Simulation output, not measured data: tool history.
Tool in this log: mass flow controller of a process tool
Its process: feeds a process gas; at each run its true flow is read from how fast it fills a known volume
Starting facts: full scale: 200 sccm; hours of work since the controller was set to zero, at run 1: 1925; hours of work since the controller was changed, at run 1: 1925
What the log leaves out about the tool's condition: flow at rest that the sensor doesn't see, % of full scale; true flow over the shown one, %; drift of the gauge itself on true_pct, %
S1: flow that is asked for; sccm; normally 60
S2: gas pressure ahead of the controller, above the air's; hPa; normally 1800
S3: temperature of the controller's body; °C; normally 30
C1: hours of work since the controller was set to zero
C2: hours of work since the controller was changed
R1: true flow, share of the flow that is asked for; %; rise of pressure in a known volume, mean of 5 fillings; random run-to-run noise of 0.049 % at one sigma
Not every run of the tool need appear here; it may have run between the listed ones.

| run | day | S1 | S2 | S3 | C1 | C2 | R1 |
|---|---|---|---|---|---|---|---|
| 1 | 0 | 60 | 1800 | 30 | 1925 | 1925 | 99.32 |
| 2 | 18.233 | 60 | 1800 | 31 | 2076 | 2076 | 99.34 |
| 3 | 27.388 | 60 | 2050 | 31 | 2152 | 2152 | 99.32 |
| 4 | 36.133 | 94 | 1800 | 30 | 2225 | 2225 | 99.32 |
| 5 | 57.038 | 60 | 1800 | 31 | 2399 | 2399 | 99.41 |
| 6 | 78.288 | 60 | 1800 | 31 | 2576 | 2576 | 99.47 |
| 7 | 87.458 | 60 | 1800 | 31 | 2653 | 2653 | 99.45 |
| 8 | 104.062 | 60 | 1800 | 31 | 2791 | 2791 | 99.39 |
| 9 | 121.271 | 72 | 1960 | 36 | 2934 | 2934 | 99.51 |
| 10 | 142.492 | 60 | 2170 | 30 | 3111 | 3111 | 99.32 |
| 11 | 161.296 | 60 | 2170 | 30 | 3267 | 3267 | 99.26 |
| 12 | 176.45 | 29 | 1820 | 37 | 3393 | 3393 | 100.8 |
| 13 | 194.771 | 28 | 1530 | 28 | 3546 | 3546 | 100.7 |
| 14 | 203.767 | 28 | 1530 | 28 | 3621 | 3621 | 100.64 |

Had the tool no unlogged condition, and each run kept its random variation, what would the results have been?
| run | R1 |
|---|---|
| 1 | 99.1 |
| 2 | 99.11 |
| 3 | 99.08 |
| 4 | 99.39 |
| 5 | 99.15 |
| 6 | 99.2 |
| 7 | 99.16 |
| 8 | 99.1 |
| 9 | 99.4 |
| 10 | 99.01 |
| 11 | 98.94 |
| 12 | 99.12 |
| 13 | 98.86 |
| 14 | 98.76 |
